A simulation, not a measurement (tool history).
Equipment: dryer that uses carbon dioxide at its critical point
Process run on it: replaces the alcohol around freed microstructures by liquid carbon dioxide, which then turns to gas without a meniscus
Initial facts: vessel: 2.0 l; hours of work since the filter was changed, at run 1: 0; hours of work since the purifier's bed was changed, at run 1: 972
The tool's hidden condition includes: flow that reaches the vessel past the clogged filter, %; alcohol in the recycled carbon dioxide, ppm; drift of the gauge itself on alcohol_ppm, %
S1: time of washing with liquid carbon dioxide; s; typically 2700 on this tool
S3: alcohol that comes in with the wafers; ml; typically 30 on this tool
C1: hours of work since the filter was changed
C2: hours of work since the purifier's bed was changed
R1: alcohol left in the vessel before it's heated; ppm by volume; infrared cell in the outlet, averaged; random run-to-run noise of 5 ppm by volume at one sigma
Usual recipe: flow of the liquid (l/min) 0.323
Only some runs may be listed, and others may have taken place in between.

Run 1, hour 0: usual settings; C1 0; C2 972. Result: R1 94 ppm by volume.
Run 2, hour 43.8: usual settings but S1 1920 s; C1 24; C2 996. Result: R1 285 ppm by volume.
Run 3, hour 73.2: usual settings but S1 1920 s; C1 40; C2 1012. Result: R1 287 ppm by volume.
Run 4, hour 130.4: usual settings but S1 3600 s; C1 72; C2 1044. Result: R1 57 ppm by volume.
Run 5, hour 186.3: usual settings but flow of the liquid (l/min) 0.236; C1 103; C2 1075. Result: R1 284 ppm by volume.
Run 6, hour 218.2: usual settings but flow of the liquid (l/min) 0.236; C1 121; C2 1093. Result: R1 260 ppm by volume.
Run 7, hour 247.3: usual settings; C1 137; C2 1109. Result: R1 120 ppm by volume.

Forecast run 8:
Run 8, hour 306.6: usual settings but S1 2880 s, flow of the liquid (l/min) 0.286, S3 23 ml; C1 169; C2 1141. Result: R1 ?.

R1: 121 ppm by volume
Had the tool carried no hidden state, the very same run would have given R1 55 ppm by volume.
